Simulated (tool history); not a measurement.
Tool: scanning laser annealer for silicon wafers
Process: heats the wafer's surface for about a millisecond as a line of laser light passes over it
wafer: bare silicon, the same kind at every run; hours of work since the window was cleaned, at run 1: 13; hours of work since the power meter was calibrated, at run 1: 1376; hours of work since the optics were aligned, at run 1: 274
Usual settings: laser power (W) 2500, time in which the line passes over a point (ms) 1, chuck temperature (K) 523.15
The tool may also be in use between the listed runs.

run,hour,laser power (W),time in which the line passes over a point (ms),chuck temperature (K),hours of work since the window was cleaned,hours of work since the power meter was calibrated,hours of work since the optics were aligned,highest temperature of the surface (K)
1,0,2500,1,523.15,13,1376,274,1243.15
2,79.7,2500,1,523.15,64,1427,326,1243.15
3,131.4,2500,1,523.15,98,1461,360,1242.15
4,173,2500,1,523.15,125,1488,387,1236.15
5,210.3,2500,1,505.15,149,1512,411,1216.15
# hour 218.3: window over the wafer cleaned
6,280.6,2500,1,505.15,40,1556,455,1209.15
7,336.6,2189,0.71,546.15,77,1592,491,1068.15
8,417.7,2189,0.71,546.15,129,1645,544,1066.15
9,488.9,2500,0.72,490.15,175,1691,590,1087.15
# hour 517: window over the wafer cleaned, once more
10,561.3,2500,0.72,490.15,29,1737,635,1103.15

Run 11 comes next. What will it give?
11,646.2,2149,1,497.15,84,1791,690,?

highest temperature of the surface (K): 1115.15
Without the tool's hidden state the same run would have given highest temperature of the surface (K) 1123.15.
